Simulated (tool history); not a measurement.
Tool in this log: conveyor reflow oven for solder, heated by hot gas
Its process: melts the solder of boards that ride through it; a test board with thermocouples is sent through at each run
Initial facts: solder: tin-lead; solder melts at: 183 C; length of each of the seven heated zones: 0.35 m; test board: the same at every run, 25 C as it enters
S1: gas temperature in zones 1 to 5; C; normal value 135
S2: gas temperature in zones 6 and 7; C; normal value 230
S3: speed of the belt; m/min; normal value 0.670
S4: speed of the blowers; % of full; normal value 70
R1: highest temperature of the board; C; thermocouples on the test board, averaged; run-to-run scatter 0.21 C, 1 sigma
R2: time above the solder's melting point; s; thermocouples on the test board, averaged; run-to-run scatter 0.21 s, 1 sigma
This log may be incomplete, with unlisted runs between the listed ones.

run   hour   S1   S2     S3  S4     R1    R2
  1    0.0  135  230  0.670  70  210.2  40.2
      16.0  -- flux residue cleaned out of gas plates and filters
  2   19.2  135  244  0.670  70  220.3  46.7
  3   25.9  135  244  0.670  70  219.6  46.6
  4   36.6  135  244  0.670  70  219.6  47.0
  5   43.7  135  244  0.670  70  219.7  46.5
  6   59.2  135  244  0.670  70  219.5  47.0
  7   68.9  135  244  0.670  70  219.5  46.6
      74.9  -- flux residue cleaned out of gas plates and filters, once more
  8   88.0  135  244  0.670  55  221.5  48.0
  9   97.6  135  244  0.670  55  221.0  48.1
 10  106.4  135  244  0.670  55  221.0  47.9
 11  115.8  135  244  0.670  55  221.9  47.7
 12  130.6  135  244  0.670  55  221.6  48.0
 13  139.8  123  230  0.662  57  208.0  35.6

Predict each of these 5 candidate next runs independently; none follows another, all start after run 13:
  A  146.1  131  227  0.662  57   ?   ?
  B  146.1  135  230  0.670  70   ?   ?
  C  146.1  123  230  0.662  85   ?   ?
  D  146.1  135  230  0.630  70   ?   ?
  E  146.1  142  237  0.597  70   ?   ?

run     R1    R2
  A  207.3  37.1
  B  213.2  43.0
  C  213.7  41.3
  D  214.9  47.6
  E  224.3  58.6
The same runs, with their run-to-run variation unchanged, on a tool lacking any hidden condition would have given:
run     R1    R2
  A  205.5  35.4
  B  211.4  41.5
  C  211.9  39.9
  D  213.1  46.1
  E  222.4  57.2
